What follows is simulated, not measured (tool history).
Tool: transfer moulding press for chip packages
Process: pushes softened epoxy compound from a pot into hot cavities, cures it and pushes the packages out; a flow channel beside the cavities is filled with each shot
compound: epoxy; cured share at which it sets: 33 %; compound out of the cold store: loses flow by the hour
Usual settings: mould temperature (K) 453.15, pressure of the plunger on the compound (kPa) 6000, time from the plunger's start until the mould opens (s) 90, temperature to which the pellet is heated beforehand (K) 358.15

run,hour,mould temperature (K),pressure of the plunger on the compound (kPa),time from the plunger's start until the mould opens (s),temperature to which the pellet is heated beforehand (K),incoming compound's hours out of the cold store,length that the compound runs in the flow channel (mm),greatest force on the pins that push the packages out (N)
1,0.0,453.15,6000,90,358.15,42.7,573,1135
# hour 10.6: cavities cleaned with cleaning compound and waxed
2,13.0,453.15,6000,90,358.15,47.9,558,763
3,22.9,453.15,6000,90,358.15,37.7,591,827
4,37.7,453.15,6000,90,358.15,46.6,562,894
5,55.0,453.15,6000,90,358.15,43.1,557,991
# hour 63.3: plunger's sealing rings changed
6,73.6,451.15,6000,90,358.15,21.8,706,1387
# hour 90.8: cavities cleaned with cleaning compound and waxed
7,90.8,453.15,6000,90,363.15,11.1,734,792
8,99.2,453.15,6000,90,358.15,40.6,627,779
9,113.0,453.15,6000,90,358.15,39.5,637,894
10,127.6,453.15,6000,90,358.15,35.3,639,981
11,138.4,453.15,6000,90,358.15,34.6,638,1046
12,147.9,453.15,6000,90,358.15,29.4,658,1105
13,158.6,453.15,6000,75,358.15,21.6,691,1869
# hour 161.3: mould's thermocouples calibrated
# hour 170.4: cavities cleaned with cleaning compound and waxed
14,170.7,453.15,6000,75,358.15,34.7,640,1149
15,180.0,453.15,6000,78,358.15,41.2,617,1112
16,192.1,453.15,5020,90,362.15,25.6,623,894
17,200.4,453.15,6670,90,362.15,13.8,743,975
18,216.8,453.15,6670,90,362.15,42.9,648,985
# hour 233.2: mould's thermocouples calibrated, once more
19,235.9,453.15,6670,90,362.15,17.3,726,1158
# hour 249.2: cavities cleaned with cleaning compound and waxed
20,253.6,453.15,6670,90,362.15,12.0,745,850
21,268.9,451.15,6670,90,363.15,24.8,717,1084
22,279.3,447.15,6710,90,361.15,46.7,640,1468
23,291.6,447.15,6590,90,361.15,42.1,652,1531
24,303.9,447.15,6590,90,361.15,46.3,641,1658
25,317.1,447.15,6590,90,361.15,40.4,647,1733
# hour 326.4: cavities cleaned with cleaning compound and waxed
26,329.2,455.15,5740,83,364.15,13.8,674,863
27,344.6,446.15,7150,83,359.15,32.2,715,1790

Forecast each of these 3 alternatives for the next run:
A,354.8,453.15,4790,83,349.15,23.3,?,?
B,354.8,447.15,7150,95,367.15,45.1,?,?
C,354.8,446.15,7150,83,366.15,15.0,?,?

run,length that the compound runs in the flow channel (mm),greatest force on the pins that push the packages out (N)
A,594,1331
B,670,1228
C,774,1999
Without the tool's hidden state the same runs would have given:
run,length that the compound runs in the flow channel (mm),greatest force on the pins that push the packages out (N)
A,623,1016
B,703,935
C,811,1528
